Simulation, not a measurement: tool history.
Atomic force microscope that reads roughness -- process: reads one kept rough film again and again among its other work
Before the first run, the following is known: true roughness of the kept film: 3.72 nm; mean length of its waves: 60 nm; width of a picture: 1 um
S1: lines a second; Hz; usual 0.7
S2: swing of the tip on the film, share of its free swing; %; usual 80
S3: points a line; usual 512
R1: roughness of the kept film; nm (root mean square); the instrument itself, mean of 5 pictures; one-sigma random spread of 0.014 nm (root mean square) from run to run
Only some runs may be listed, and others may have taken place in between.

Run 1, hour 0: usual settings. Result: R1 3.155 nm (root mean square).
Run 2, hour 14.1: usual settings. Result: R1 3.121 nm (root mean square).
Run 3, hour 46.1: usual settings. Result: R1 3.083 nm (root mean square).
Run 4, hour 67.5: usual settings. Result: R1 3.079 nm (root mean square).
Run 5, hour 82: usual settings but S3 380. Result: R1 3.031 nm (root mean square).
Run 6, hour 107: usual settings but S2 58 %. Result: R1 3.115 nm (root mean square).
At hour 115.5: new tip fitted.
Run 7, hour 139.6: usual settings but S3 263. Result: R1 3.378 nm (root mean square).
Run 8, hour 157.4: usual settings but S1 1.335 Hz. Result: R1 3.272 nm (root mean square).
Run 9, hour 189.3: usual settings but S1 1.335 Hz. Result: R1 3.169 nm (root mean square).
Run 10, hour 210: usual settings. Result: R1 3.26 nm (root mean square).
Run 11, hour 225.5: usual settings but S3 505. Result: R1 3.225 nm (root mean square).
Run 12, hour 254.1: usual settings but S3 505. Result: R1 3.22 nm (root mean square).
Run 13, hour 272.3: usual settings but S1 2.596 Hz. Result: R1 2.852 nm (root mean square).
Run 14, hour 289.9: usual settings but S1 2.596 Hz. Result: R1 2.842 nm (root mean square).
Run 15, hour 308: usual settings but S1 2.596 Hz, S2 66 %. Result: R1 3.043 nm (root mean square).
Run 16, hour 338.4: usual settings but S1 2.596 Hz, S2 66 %. Result: R1 3.018 nm (root mean square).
Run 17, hour 355.6: usual settings but S3 503. Result: R1 3.076 nm (root mean square).
Run 18, hour 368.7: usual settings but S3 468. Result: R1 3.058 nm (root mean square).
Run 19, hour 383.9: usual settings but S3 468. Result: R1 3.036 nm (root mean square).
Run 20, hour 409.6: usual settings but S1 3.126 Hz. Result: R1 2.641 nm (root mean square).
At hour 424.4: new tip fitted.
Run 21, hour 441.9: usual settings but S1 3.126 Hz. Result: R1 2.945 nm (root mean square).
Run 22, hour 463.6: usual settings but S1 3.126 Hz. Result: R1 2.916 nm (root mean square).
Run 23, hour 486.3: usual settings but S1 3.126 Hz. Result: R1 2.883 nm (root mean square).
Run 24, hour 508.7: usual settings. Result: R1 3.26 nm (root mean square).
Run 25, hour 528.8: usual settings. Result: R1 3.227 nm (root mean square).
Run 26, hour 544.6: usual settings but S3 603. Result: R1 3.218 nm (root mean square).
Run 27, hour 557.9: usual settings. Result: R1 3.212 nm (root mean square).
Run 28, hour 577.2: usual settings. Result: R1 3.191 nm (root mean square).
Run 29, hour 598.1: usual settings but S1 3.131 Hz, S2 63 %. Result: R1 3.059 nm (root mean square).
Run 30, hour 617: usual settings but S1 3.131 Hz, S2 63 %. Result: R1 3.059 nm (root mean square).
Run 31, hour 635.8: usual settings but S1 1.087 Hz, S3 763. Result: R1 3.042 nm (root mean square).
Run 32, hour 649.4: usual settings but S1 0.81 Hz, S2 63 %, S3 615. Result: R1 3.171 nm (root mean square).
Run 33, hour 665: usual settings but S1 3.58 Hz, S2 64 %, S3 869. Result: R1 2.945 nm (root mean square).
Run 34, hour 688.1: usual settings but S1 3.58 Hz, S2 76 %, S3 302. Result: R1 2.688 nm (root mean square).
Run 35, hour 703.8: usual settings but S1 1.674 Hz, S2 67 %, S3 508. Result: R1 2.981 nm (root mean square).
Run 36, hour 726: usual settings but S1 1.674 Hz, S2 67 %, S3 508. Result: R1 2.976 nm (root mean square).
At hour 733.7: new tip fitted.
Run 37, hour 750.2: usual settings but S1 0.536 Hz, S2 62 %. Result: R1 3.493 nm (root mean square).
Run 38, hour 781.7: usual settings but S1 0.536 Hz, S2 62 %. Result: R1 3.389 nm (root mean square).
Run 39, hour 797.2: usual settings but S1 0.595 Hz, S2 62 %, S3 467. Result: R1 3.397 nm (root mean square).
Run 40, hour 815.6: usual settings but S1 0.595 Hz, S2 62 %, S3 467. Result: R1 3.355 nm (root mean square).
Run 41, hour 841.3: usual settings but S1 0.728 Hz, S2 56 %, S3 883. Result: R1 3.332 nm (root mean square).
Run 42, hour 869.3: usual settings but S1 0.728 Hz, S2 56 %, S3 883. Result: R1 3.281 nm (root mean square).
Run 43, hour 885.4: usual settings but S1 0.548 Hz, S2 56 %, S3 883. Result: R1 3.28 nm (root mean square).
Run 44, hour 910.2: usual settings but S1 1.018 Hz, S2 59 %, S3 660. Result: R1 3.192 nm (root mean square).
Run 45, hour 930.8: usual settings but S1 1.681 Hz, S2 81 %, S3 660. Result: R1 2.938 nm (root mean square).
Run 46, hour 944.3: usual settings but S1 0.837 Hz, S2 70 %. Result: R1 3.125 nm (root mean square).
Run 47, hour 957.9: usual settings but S1 1.031 Hz. Result: R1 3.003 nm (root mean square).
Run 48, hour 981.2: usual settings but S1 1.031 Hz, S3 281. Result: R1 2.959 nm (root mean square).
Run 49, hour 994.4: usual settings but S1 1.031 Hz, S2 84 %, S3 597. Result: R1 2.919 nm (root mean square).
Run 50, hour 1021.2: usual settings but S1 1.089 Hz, S2 85 %, S3 327. Result: R1 2.88 nm (root mean square).
At hour 1041.3: new tip fitted.
Run 51, hour 1049.2: usual settings but S1 1.515 Hz, S2 64 %. Result: R1 3.405 nm (root mean square).
Run 52, hour 1078.2: usual settings but S1 2.382 Hz, S2 74 %. Result: R1 3.121 nm (root mean square).
Run 53, hour 1100.2: usual settings but S1 2.382 Hz, S2 74 %. Result: R1 3.086 nm (root mean square).

Forecast each of these 3 alternatives for the next run:
Run A, hour 1131: usual settings but S1 1.363 Hz. Result: R1 ?.
Run B, hour 1131: usual settings but S1 1.692 Hz, S2 73 %, S3 884. Result: R1 ?.
Run C, hour 1131: usual settings but S1 0.837 Hz, S2 57 %, S3 748. Result: R1 ?.

run     R1
  A  3.139
  B  3.166
  C  3.353
Take away the tool's hidden state, keep each run's random variation, and the runs would have read:
run     R1
  A  3.301
  B   3.33
  C  3.526

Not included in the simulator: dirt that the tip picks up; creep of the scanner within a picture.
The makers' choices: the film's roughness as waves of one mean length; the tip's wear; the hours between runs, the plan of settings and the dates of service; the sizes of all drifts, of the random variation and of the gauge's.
